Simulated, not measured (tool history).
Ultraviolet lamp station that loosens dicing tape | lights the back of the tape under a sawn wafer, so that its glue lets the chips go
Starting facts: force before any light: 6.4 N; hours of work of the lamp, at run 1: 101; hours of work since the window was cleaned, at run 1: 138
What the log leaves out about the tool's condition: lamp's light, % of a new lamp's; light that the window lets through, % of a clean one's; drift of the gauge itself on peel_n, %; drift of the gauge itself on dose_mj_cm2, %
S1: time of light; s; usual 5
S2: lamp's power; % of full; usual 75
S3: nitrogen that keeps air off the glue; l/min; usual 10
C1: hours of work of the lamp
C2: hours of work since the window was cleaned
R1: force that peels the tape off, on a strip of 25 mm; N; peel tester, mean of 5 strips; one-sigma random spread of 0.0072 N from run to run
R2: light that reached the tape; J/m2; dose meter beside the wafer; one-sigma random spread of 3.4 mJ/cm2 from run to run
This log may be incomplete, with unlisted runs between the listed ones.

run 1 hour=0 | S1=5 S2=75 S3=10 | C1=101 C2=138 | R1=0.258 R2=5470
run 2 hour=12.8 | S1=5 S2=75 S3=10 | C1=107 C2=144 | R1=0.254 R2=5460
run 3 hour=26.7 | S1=5 S2=75 S3=10 | C1=113 C2=150 | R1=0.267 R2=5400
run 4 hour=40.1 | S1=5 S2=75 S3=10 | C1=119 C2=157 | R1=0.261 R2=5370
run 5 hour=46.3 | S1=5 S2=75 S3=10 | C1=122 C2=160 | R1=0.262 R2=5510
run 6 hour=57.2 | S1=5 S2=75 S3=5 | C1=127 C2=165 | R1=0.355 R2=5440
run 7 hour=63.8 | S1=5 S2=75 S3=10 | C1=130 C2=168 | R1=0.26 R2=5450
run 8 hour=72.1 | S1=5 S2=75 S3=10 | C1=134 C2=172 | R1=0.262 R2=5450
run 9 hour=82.5 | S1=5 S2=75 S3=10 | C1=139 C2=177 | R1=0.262 R2=5430
run 10 hour=94.2 | S1=5 S2=75 S3=10 | C1=145 C2=182 | R1=0.252 R2=5410
run 11 hour=104 | S1=5 S2=75 S3=10 | C1=149 C2=187 | R1=0.28 R2=5450
run 12 hour=112.7 | S1=5 S2=75 S3=10 | C1=153 C2=191 | R1=0.26 R2=5470
run 13 hour=121.2 | S1=3 S2=75 S3=10 | C1=157 C2=195 | R1=0.633 R2=3290
run 14 hour=132.2 | S1=3 S2=70 S3=10 | C1=162 C2=200 | R1=0.712 R2=3010
run 15 hour=139.5 | S1=9 S2=83 S3=10 | C1=166 C2=203 | R1=0.19 R2=10790
run 16 hour=146.8 | S1=3 S2=75 S3=4 | C1=169 C2=206 | R1=1.038 R2=3270
run 17 hour=155.5 | S1=3 S2=87 S3=4 | C1=173 C2=211 | R1=0.792 R2=3800
run 18 hour=169.5 | S1=3 S2=87 S3=4 | C1=180 C2=217 | R1=0.815 R2=3760
run 19 hour=182.6 | S1=5 S2=87 S3=12 | C1=186 C2=223 | R1=0.208 R2=6320
run 20 hour=191.9 | S1=5 S2=84 S3=5 | C1=190 C2=228 | R1=0.298 R2=6070
run 21 hour=205.9 | S1=5 S2=84 S3=5 | C1=197 C2=234 | R1=0.303 R2=6020
run 22 hour=212.4 | S1=5 S2=98 S3=14 | C1=200 C2=237 | R1=0.19 R2=7090
run 23 hour=223.1 | S1=5 S2=74 S3=5 | C1=205 C2=242 | R1=0.368 R2=5350
run 24 hour=229.6 | S1=4 S2=75 S3=10 | C1=208 C2=245 | R1=0.377 R2=4380
run 25 hour=240.7 | S1=4 S2=75 S3=10 | C1=213 C2=250 | R1=0.354 R2=4360
run 26 hour=253 | S1=5 S2=84 S3=11 | C1=219 C2=256 | R1=0.209 R2=6110
-- hour=258.8 window cleaned of glue's vapour
run 27 hour=263.2 | S1=5 S2=79 S3=4 | C1=223 C2=2 | R1=0.367 R2=5670

Branching from run 27: 4 alternative next runs. What would each branch give?
run A hour=273.1 | S1=5 S2=74 S3=7 | C1=228 C2=7 | R1=? R2=?
run B hour=273.1 | S1=5 S2=64 S3=17 | C1=228 C2=7 | R1=? R2=?
run C hour=273.1 | S1=5 S2=64 S3=7 | C1=228 C2=7 | R1=? R2=?
run D hour=273.1 | S1=2 S2=90 S3=14 | C1=228 C2=7 | R1=? R2=?

run=A R1=0.306 R2=5370
run=B R1=0.273 R2=4620
run=C R1=0.386 R2=4620
run=D R1=0.78 R2=2600
Without the tool's unlogged condition, the same runs would have read:
run=A R1=0.305 R2=5370
run=B R1=0.273 R2=4620
run=C R1=0.386 R2=4620
run=D R1=0.779 R2=2600
